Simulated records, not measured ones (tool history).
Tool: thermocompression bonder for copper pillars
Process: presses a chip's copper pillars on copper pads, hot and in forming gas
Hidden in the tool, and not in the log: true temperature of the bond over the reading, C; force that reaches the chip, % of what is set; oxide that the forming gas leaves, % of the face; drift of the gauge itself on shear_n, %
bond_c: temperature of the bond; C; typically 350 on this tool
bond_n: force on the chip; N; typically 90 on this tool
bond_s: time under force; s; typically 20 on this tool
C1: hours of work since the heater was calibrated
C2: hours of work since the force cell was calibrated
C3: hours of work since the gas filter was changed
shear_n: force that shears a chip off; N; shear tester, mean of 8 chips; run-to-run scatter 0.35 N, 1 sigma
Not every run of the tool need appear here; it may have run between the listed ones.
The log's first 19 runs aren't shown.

{"run": 20, "day": 27.458, "bond_c": 350, "bond_n": 90, "bond_s": 20, "C1": 293, "C2": 947, "C3": 138, "shear_n": 44.7}
{"run": 21, "day": 28.388, "bond_c": 350, "bond_n": 90, "bond_s": 20, "C1": 303, "C2": 957, "C3": 148, "shear_n": 45.4}
{"run": 22, "day": 30.046, "bond_c": 350, "bond_n": 90, "bond_s": 20, "C1": 320, "C2": 974, "C3": 165, "shear_n": 45.4}
{"run": 23, "day": 31.354, "bond_c": 350, "bond_n": 105, "bond_s": 47, "C1": 333, "C2": 987, "C3": 178, "shear_n": 68.4}
{"run": 24, "day": 33.242, "bond_c": 350, "bond_n": 105, "bond_s": 47, "C1": 353, "C2": 1007, "C3": 198, "shear_n": 67.5}
{"run": 25, "day": 34.067, "bond_c": 374, "bond_n": 90, "bond_s": 25, "C1": 361, "C2": 1015, "C3": 206, "shear_n": 60.8}
{"run": 26, "day": 35.021, "bond_c": 374, "bond_n": 90, "bond_s": 25, "C1": 371, "C2": 1025, "C3": 216, "shear_n": 61.1}
{"run": 27, "day": 36.317, "bond_c": 327, "bond_n": 89, "bond_s": 13, "C1": 385, "C2": 1039, "C3": 229, "shear_n": 29}
{"run": 28, "day": 37.167, "bond_c": 343, "bond_n": 82, "bond_s": 31, "C1": 394, "C2": 1047, "C3": 238, "shear_n": 45.8}
{"run": 29, "day": 38.208, "bond_c": 343, "bond_n": 82, "bond_s": 31, "C1": 404, "C2": 1058, "C3": 249, "shear_n": 44.9}
{"run": 30, "day": 39.425, "bond_c": 358, "bond_n": 110, "bond_s": 48, "C1": 417, "C2": 1071, "C3": 262, "shear_n": 75}
{"run": 31, "day": 40.996, "bond_c": 349, "bond_n": 65, "bond_s": 32, "C1": 433, "C2": 1087, "C3": 278, "shear_n": 39.7}
{"run": 32, "day": 41.921, "bond_c": 338, "bond_n": 123, "bond_s": 54, "C1": 443, "C2": 1097, "C3": 287, "shear_n": 71.5}
{"run": 33, "day": 43.658, "bond_c": 338, "bond_n": 123, "bond_s": 54, "C1": 461, "C2": 1115, "C3": 305, "shear_n": 71.1}
{"run": 34, "day": 44.762, "bond_c": 338, "bond_n": 123, "bond_s": 54, "C1": 472, "C2": 1126, "C3": 317, "shear_n": 71.2}
{"run": 35, "day": 46.421, "bond_c": 338, "bond_n": 123, "bond_s": 54, "C1": 489, "C2": 1143, "C3": 334, "shear_n": 72.1}
{"run": 36, "day": 48.196, "bond_c": 338, "bond_n": 123, "bond_s": 54, "C1": 507, "C2": 1161, "C3": 352, "shear_n": 71.1}
{"run": 37, "day": 49.883, "bond_c": 338, "bond_n": 123, "bond_s": 54, "C1": 525, "C2": 1179, "C3": 370, "shear_n": 71.6}
{"day": 50.221, "done": "forming gas filter changed"}
{"run": 38, "day": 51.35, "bond_c": 350, "bond_n": 90, "bond_s": 22, "C1": 540, "C2": 1194, "C3": 12, "shear_n": 47.2}
{"run": 39, "day": 52.629, "bond_c": 350, "bond_n": 90, "bond_s": 22, "C1": 553, "C2": 1207, "C3": 25, "shear_n": 47.5}
{"run": 40, "day": 53.854, "bond_c": 350, "bond_n": 90, "bond_s": 22, "C1": 566, "C2": 1220, "C3": 38, "shear_n": 47}
{"run": 41, "day": 55.483, "bond_c": 331, "bond_n": 98, "bond_s": 11, "C1": 583, "C2": 1237, "C3": 54, "shear_n": 31.3}

3 options for the next run, each taken on its own from the tool as it stands now. Forecast them:
{"run": "A", "day": 57.083, "bond_c": 369, "bond_n": 72, "bond_s": 43, "C1": 599, "C2": 1253, "C3": 71, "shear_n": "?"}
{"run": "B", "day": 57.083, "bond_c": 350, "bond_n": 90, "bond_s": 50, "C1": 599, "C2": 1253, "C3": 71, "shear_n": "?"}
{"run": "C", "day": 57.083, "bond_c": 339, "bond_n": 92, "bond_s": 17, "C1": 599, "C2": 1253, "C3": 71, "shear_n": "?"}

run=A shear_n=59
run=B shear_n=61.9
run=C shear_n=38.7
Without the tool's hidden state the same runs would have given:
run=A shear_n=58.5
run=B shear_n=61.5
run=C shear_n=38.3

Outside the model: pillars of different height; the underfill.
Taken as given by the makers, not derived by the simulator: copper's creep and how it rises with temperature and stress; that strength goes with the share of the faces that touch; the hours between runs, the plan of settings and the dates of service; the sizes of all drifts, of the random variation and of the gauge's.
